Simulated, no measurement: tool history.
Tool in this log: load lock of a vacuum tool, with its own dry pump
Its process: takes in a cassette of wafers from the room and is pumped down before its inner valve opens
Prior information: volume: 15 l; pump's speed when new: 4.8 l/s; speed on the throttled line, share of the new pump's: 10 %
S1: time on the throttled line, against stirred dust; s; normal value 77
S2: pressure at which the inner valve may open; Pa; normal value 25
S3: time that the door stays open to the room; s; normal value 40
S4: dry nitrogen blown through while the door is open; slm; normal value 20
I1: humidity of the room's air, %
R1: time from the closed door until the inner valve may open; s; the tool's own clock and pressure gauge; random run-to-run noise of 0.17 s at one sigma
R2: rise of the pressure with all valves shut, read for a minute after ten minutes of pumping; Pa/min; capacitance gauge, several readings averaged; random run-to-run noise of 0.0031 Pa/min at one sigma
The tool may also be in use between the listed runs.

{"run": 1, "hour": 0.0, "S1": 77, "S2": 25, "S3": 40, "S4": 20, "I1": 46.7, "R1": 95.2, "R2": 0.076}
{"run": 2, "hour": 123.7, "S1": 77, "S2": 25, "S3": 40, "S4": 20, "I1": 44.9, "R1": 95.4, "R2": 0.075}
{"run": 3, "hour": 279.0, "S1": 77, "S2": 25, "S3": 40, "S4": 20, "I1": 47.4, "R1": 95.3, "R2": 0.077}
{"run": 4, "hour": 368.0, "S1": 77, "S2": 25, "S3": 204, "S4": 20, "I1": 44.5, "R1": 95.2, "R2": 0.156}
{"run": 5, "hour": 544.3, "S1": 77, "S2": 25, "S3": 204, "S4": 20, "I1": 43.6, "R1": 95.5, "R2": 0.149}
{"run": 6, "hour": 715.1, "S1": 77, "S2": 25, "S3": 181, "S4": 20, "I1": 43.9, "R1": 95.2, "R2": 0.136}
{"run": 7, "hour": 815.3, "S1": 77, "S2": 25, "S3": 181, "S4": 20, "I1": 43.6, "R1": 95.2, "R2": 0.144}
{"run": 8, "hour": 995.5, "S1": 77, "S2": 25, "S3": 181, "S4": 20, "I1": 46.2, "R1": 95.3, "R2": 0.15}
{"run": 9, "hour": 1126.5, "S1": 77, "S2": 38, "S3": 181, "S4": 20, "I1": 39.6, "R1": 93.7, "R2": 0.128}
{"run": 10, "hour": 1232.1, "S1": 77, "S2": 25, "S3": 79, "S4": 20, "I1": 43.5, "R1": 95.3, "R2": 0.098}
{"run": 11, "hour": 1418.3, "S1": 77, "S2": 25, "S3": 79, "S4": 20, "I1": 46.7, "R1": 95.4, "R2": 0.101}
{"run": 12, "hour": 1618.7, "S1": 77, "S2": 22, "S3": 40, "S4": 10, "I1": 46.6, "R1": 95.7, "R2": 0.089}
{"run": 13, "hour": 1797.7, "S1": 77, "S2": 22, "S3": 40, "S4": 10, "I1": 44.9, "R1": 95.6, "R2": 0.085}
{"run": 14, "hour": 1896.1, "S1": 77, "S2": 22, "S3": 40, "S4": 10, "I1": 46.3, "R1": 95.3, "R2": 0.087}
{"run": 15, "hour": 2008.2, "S1": 77, "S2": 22, "S3": 40, "S4": 10, "I1": 44, "R1": 95.3, "R2": 0.086}
{"run": 16, "hour": 2185.1, "S1": 67, "S2": 25, "S3": 40, "S4": 20, "I1": 46.2, "R1": 86.4, "R2": 0.07}
{"run": 17, "hour": 2291.4, "S1": 67, "S2": 25, "S3": 40, "S4": 20, "I1": 46.6, "R1": 86.4, "R2": 0.077}
{"run": 18, "hour": 2498.3, "S1": 58, "S2": 27, "S3": 40, "S4": 10, "I1": 42.5, "R1": 78, "R2": 0.081}
{"run": 19, "hour": 2644.6, "S1": 58, "S2": 27, "S3": 40, "S4": 10, "I1": 45.5, "R1": 77.8, "R2": 0.08}

Predict each of these 4 candidate next runs independently; none follows another, all start after run 19:
{"run": "A", "hour": 2807.6, "S1": 58, "S2": 27, "S3": 28, "S4": 18, "I1": 48, "R1": "?", "R2": "?"}
{"run": "B", "hour": 2807.6, "S1": 79, "S2": 25, "S3": 40, "S4": 20, "I1": 45.5, "R1": "?", "R2": "?"}
{"run": "C", "hour": 2807.6, "S1": 54, "S2": 27, "S3": 33, "S4": 9, "I1": 44.4, "R1": "?", "R2": "?"}
{"run": "D", "hour": 2807.6, "S1": 57, "S2": 21, "S3": 40, "S4": 20, "I1": 49.1, "R1": "?", "R2": "?"}

run=A R1=77.9 R2=0.067
run=B R1=97.5 R2=0.077
run=C R1=74.1 R2=0.08
run=D R1=77.8 R2=0.077
With the hidden condition removed and each run's random variation left untouched, the same runs would have given:
run=A R1=77.9 R2=0.067
run=B R1=97.5 R2=0.077
run=C R1=74 R2=0.08
run=D R1=77.8 R2=0.077
